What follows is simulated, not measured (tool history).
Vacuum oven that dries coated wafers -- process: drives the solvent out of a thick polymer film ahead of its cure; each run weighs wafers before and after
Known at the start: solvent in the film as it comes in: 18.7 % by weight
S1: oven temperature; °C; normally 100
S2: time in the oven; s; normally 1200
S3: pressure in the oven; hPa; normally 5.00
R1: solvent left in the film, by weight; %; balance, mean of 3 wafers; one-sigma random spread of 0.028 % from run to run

run	hour	S1	S2	S3	R1
1	0.0	100	1200	5.00	0.85
2	36.7	100	1200	5.00	0.84
3	68.9	100	1200	5.00	0.83
4	130.7	100	1200	5.00	0.85
5	190.9	100	1200	5.00	0.90
6	225.1	100	1200	5.00	0.89
7	287.4	100	1200	5.00	0.82
8	363.2	100	1560	5.00	0.52
9	414.1	100	1560	5.00	0.51
10	477.4	100	1560	5.00	0.52
11	529.3	100	1200	5.00	0.89
12	582.8	100	1200	5.00	0.85
13	657.6	100	720	5.00	2.57
14	730.7	100	720	5.00	2.55
15	761.9	100	720	5.00	2.55
16	823.5	100	720	5.00	2.54
17	868.1	100	720	5.00	2.58
18	908.8	100	720	5.00	2.61
19	966.4	100	1200	5.00	1.00
20	1018.6	100	1200	9.17	1.12
21	1093.0	93	780	8.21	4.30
22	1136.9	100	1080	3.65	1.18
23	1206.0	100	1920	5.51	0.46
24	1265.9	100	720	5.51	2.70
25	1326.9	96	1320	5.00	1.34
26	1364.2	89	1200	5.00	3.24
27	1422.4	106	1620	9.06	0.47
28	1461.6	106	1620	9.06	0.48
29	1509.6	112	720	14.24	0.96

Run 30 has not been measured yet. What should we expect?
30	1571.7	112	720	14.24	?

R1: 0.98 %
Take away the tool's hidden state, keep the run-to-run variation as it was, and the same run would have given R1 0.78 %.
